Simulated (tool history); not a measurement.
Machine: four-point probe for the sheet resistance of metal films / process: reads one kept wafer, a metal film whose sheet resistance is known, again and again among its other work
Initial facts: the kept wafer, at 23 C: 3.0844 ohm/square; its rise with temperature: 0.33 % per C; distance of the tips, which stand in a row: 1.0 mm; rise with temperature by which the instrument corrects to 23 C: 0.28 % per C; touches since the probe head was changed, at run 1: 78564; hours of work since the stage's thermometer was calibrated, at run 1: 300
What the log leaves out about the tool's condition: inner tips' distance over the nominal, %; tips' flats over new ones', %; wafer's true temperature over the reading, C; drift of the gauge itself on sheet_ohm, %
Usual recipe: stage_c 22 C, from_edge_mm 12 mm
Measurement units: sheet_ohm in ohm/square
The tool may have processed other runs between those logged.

| run | day | stage_c | from_edge_mm | touches since the probe head was changed | hours of work since the stage's thermometer was calibrated | sheet_ohm |
|---|---|---|---|---|---|---|
| 1 | 0 | 22 | 12 | 78564 | 300 | 3.059408 |
| 2 | 1.4 | 33 | 12 | 79641 | 313 | 3.077853 |
| 3 | 2.729 | 33 | 12 | 80665 | 326 | 3.076989 |
| 4 | 4.471 | 22 | 12 | 82008 | 343 | 3.057505 |
| 5 | 6.162 | 22 | 12 | 83313 | 360 | 3.058784 |
| 6 | 7.954 | 22 | 6 | 84692 | 377 | 3.09206 |
| 7 | 9.85 | 22 | 12 | 86155 | 395 | 3.057373 |
| 8 | 11.658 | 22 | 12 | 87546 | 413 | 3.057624 |
| 9 | 13.142 | 22 | 12 | 88690 | 427 | 3.056846 |
| 10 | 14.008 | 22 | 5 | 89357 | 436 | 3.109167 |
|  | 15.033 | new probe head fitted |
| 11 | 15.204 | 20 | 12 | 132 | 447 | 3.085143 |
| 12 | 17.062 | 22 | 12 | 1561 | 465 | 3.090037 |
| 13 | 17.958 | 22 | 12 | 2253 | 474 | 3.090004 |
| 14 | 19.142 | 22 | 12 | 3166 | 485 | 3.089014 |
| 15 | 21 | 22 | 12 | 4597 | 503 | 3.089335 |
| 16 | 21.988 | 22 | 5 | 5357 | 513 | 3.140819 |
| 17 | 22.962 | 22 | 5 | 6108 | 522 | 3.141888 |
| 18 | 24.533 | 22 | 12 | 7321 | 537 | 3.088712 |
| 19 | 25.621 | 22 | 12 | 8157 | 548 | 3.087812 |
| 20 | 27.267 | 22 | 12 | 9426 | 564 | 3.087163 |
| 21 | 29.233 | 22 | 12 | 10941 | 583 | 3.087035 |
| 22 | 30.05 | 22 | 12 | 11569 | 591 | 3.085635 |
| 23 | 31.7 | 22 | 12 | 12841 | 607 | 3.085414 |
| 24 | 32.746 | 30 | 8 | 13649 | 617 | 3.113649 |
| 25 | 34.175 | 26 | 11 | 14749 | 631 | 3.094316 |
| 26 | 36.129 | 26 | 11 | 16254 | 650 | 3.093352 |
| 27 | 37.933 | 31 | 12 | 17645 | 667 | 3.09963 |
| 28 | 39.071 | 31 | 12 | 18521 | 678 | 3.0988 |
| 29 | 39.858 | 23 | 50 | 19130 | 686 | 3.074573 |
| 30 | 40.842 | 28 | 50 | 19887 | 696 | 3.082936 |
| 31 | 42.512 | 28 | 49 | 21174 | 712 | 3.083345 |
| 32 | 43.662 | 25 | 43 | 22060 | 723 | 3.076958 |
| 33 | 45.462 | 29 | 27 | 23446 | 740 | 3.086153 |
| 34 | 46.404 | 21 | 13 | 24171 | 749 | 3.079959 |
| 35 | 47.988 | 35 | 12 | 25393 | 765 | 3.103697 |
| 36 | 49.438 | 35 | 12 | 26508 | 779 | 3.103084 |
| 37 | 50.25 | 24 | 40 | 27134 | 787 | 3.074616 |
| 38 | 51.212 | 21 | 12 | 27876 | 796 | 3.080889 |
| 39 | 52.117 | 31 | 4 | 28573 | 805 | 3.185245 |
| 40 | 53.717 | 22 | 6 | 29807 | 820 | 3.11422 |
| 41 | 55.488 | 25 | 7 | 31172 | 838 | 3.107756 |
| 42 | 56.967 | 25 | 66 | 32311 | 852 | 3.074464 |
| 43 | 58.212 | 22 | 12 | 33269 | 864 | 3.079005 |
| 44 | 59.433 | 22 | 12 | 34212 | 876 | 3.081068 |
| 45 | 60.95 | 29 | 3 | 35379 | 891 | 3.253204 |

Branching from run 45: 4 alternative next runs. What would each branch give?
| A | 62.158 | 22 | 12 | 36312 | 902 | ? |
| B | 62.158 | 32 | 16 | 36312 | 902 | ? |
| C | 62.158 | 28 | 27 | 36312 | 902 | ? |
| D | 62.158 | 19 | 5 | 36312 | 902 | ? |

| run | sheet_ohm |
|---|---|
| A | 3.079211 |
| B | 3.090455 |
| C | 3.079704 |
| D | 3.127144 |
Stripped of hidden state, with their random variation kept, the same runs would have yielded:
| run | sheet_ohm |
|---|---|
| A | 3.09417 |
| B | 3.105397 |
| C | 3.094624 |
| D | 3.142341 |
